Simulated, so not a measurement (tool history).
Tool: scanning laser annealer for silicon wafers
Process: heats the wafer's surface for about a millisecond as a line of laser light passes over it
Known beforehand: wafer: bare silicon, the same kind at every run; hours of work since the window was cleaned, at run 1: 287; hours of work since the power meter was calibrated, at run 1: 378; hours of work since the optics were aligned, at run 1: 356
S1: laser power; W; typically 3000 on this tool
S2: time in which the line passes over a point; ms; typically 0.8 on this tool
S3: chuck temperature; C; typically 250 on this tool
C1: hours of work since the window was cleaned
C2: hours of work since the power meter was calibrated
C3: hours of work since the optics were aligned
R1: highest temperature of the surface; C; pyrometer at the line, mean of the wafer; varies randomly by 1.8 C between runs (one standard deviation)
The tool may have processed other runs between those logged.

Run 1, hour 0.0: usual settings; C1 287; C2 378; C3 356. Result: R1 971 C.
Run 2, hour 13.6: usual settings; C1 294; C2 385; C3 363. Result: R1 971 C.
Run 3, hour 35.5: usual settings; C1 306; C2 397; C3 375. Result: R1 967 C.
Run 4, hour 47.2: usual settings; C1 312; C2 403; C3 381. Result: R1 967 C.
Run 5, hour 71.0: usual settings but S3 286 C; C1 325; C2 416; C3 394. Result: R1 1005 C.
Run 6, hour 88.6: usual settings but S3 275 C; C1 334; C2 425; C3 403. Result: R1 993 C.
Run 7, hour 98.6: usual settings but S3 275 C; C1 340; C2 431; C3 409. Result: R1 991 C.
Run 8, hour 113.7: usual settings but S3 275 C; C1 348; C2 439; C3 417. Result: R1 991 C.
Run 9, hour 130.9: usual settings but S3 275 C; C1 357; C2 448; C3 426. Result: R1 993 C.
Run 10, hour 149.7: usual settings; C1 367; C2 458; C3 436. Result: R1 963 C.
Run 11, hour 171.4: usual settings but S3 213 C; C1 379; C2 470; C3 448. Result: R1 931 C.
Run 12, hour 189.9: usual settings but S1 3068 W, S3 213 C; C1 389; C2 480; C3 458. Result: R1 949 C.
Run 13, hour 209.2: usual settings but S1 3068 W, S3 213 C; C1 399; C2 490; C3 468. Result: R1 949 C.
Run 14, hour 230.9: usual settings but S1 2780 W; C1 410; C2 502; C3 480. Result: R1 897 C.
Run 15, hour 243.8: usual settings but S1 2780 W; C1 417; C2 509; C3 487. Result: R1 898 C.

What does the tool deliver on the next run?
Run 16, hour 259.1: usual settings but S1 2645 W, S3 227 C; C1 426; C2 517; C3 495. Result: R1 ?.

{"run 16": {"R1": 834}}
With no hidden state in the tool, this same run would have given R1 858 C.
